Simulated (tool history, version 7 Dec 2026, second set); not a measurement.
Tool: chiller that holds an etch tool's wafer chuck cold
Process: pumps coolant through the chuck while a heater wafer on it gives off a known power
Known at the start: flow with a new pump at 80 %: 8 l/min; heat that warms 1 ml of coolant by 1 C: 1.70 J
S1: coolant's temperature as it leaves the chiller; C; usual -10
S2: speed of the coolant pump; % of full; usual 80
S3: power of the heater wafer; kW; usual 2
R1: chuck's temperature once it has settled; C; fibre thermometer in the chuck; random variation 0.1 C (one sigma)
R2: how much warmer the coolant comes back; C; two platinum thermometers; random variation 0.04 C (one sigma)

Run 1, day 0: usual settings. Result: R1 10.6 C, R2 9.43 C.
Run 2, day 4.754: usual settings. Result: R1 10.7 C, R2 9.45 C.
Run 3, day 7.954: usual settings. Result: R1 10.8 C, R2 9.48 C.
Run 4, day 10.608: usual settings. Result: R1 10.9 C, R2 9.53 C.
Run 5, day 13.654: usual settings but S3 1.775 kW. Result: R1 8.9 C, R2 8.48 C.
Run 6, day 16.029: usual settings. Result: R1 11.3 C, R2 9.55 C.
At day 16.358: chiller's thermometer calibrated.
Run 7, day 20.533: usual settings but S2 84 % of full. Result: R1 10.6 C, R2 9.1 C.
Run 8, day 24.592: usual settings but S3 1.744 kW. Result: R1 8.7 C, R2 8.48 C.
At day 26.146: chiller's thermometer calibrated, once more.
Run 9, day 29.108: usual settings but S1 -4 C. Result: R1 17.5 C, R2 9.64 C.
Run 10, day 34.521: usual settings but S1 -4 C. Result: R1 17.4 C, R2 9.59 C.
Run 11, day 39.292: usual settings but S2 71 % of full. Result: R1 13.8 C, R2 10.93 C.
Run 12, day 41.817: usual settings but S2 71 % of full. Result: R1 13.8 C, R2 10.94 C.
Run 13, day 46.158: usual settings but S2 71 % of full. Result: R1 14.1 C, R2 10.98 C.
Run 14, day 51.058: usual settings but S3 2.226 kW. Result: R1 14.6 C, R2 10.91 C.
Run 15, day 55.85: usual settings but S3 2.226 kW. Result: R1 14.5 C, R2 11.01 C.
Run 16, day 61.204: usual settings but S3 2.226 kW. Result: R1 14.7 C, R2 11.05 C.
Run 17, day 64.446: usual settings but S1 -18 C, S3 2.226 kW. Result: R1 7.2 C, R2 11.04 C.
Run 18, day 69.817: usual settings but S2 81 % of full. Result: R1 12.2 C, R2 9.86 C.

Run 19 comes next. What will it give?
Run 19, day 72.208: usual settings but S2 81 % of full. Result: R1 ?, R2 ?.

{"run 19": {"R1": 12.4, "R2": 9.85}}
Without the tool's hidden state the same run would have given R1 8.9 C, R2 8.72 C.
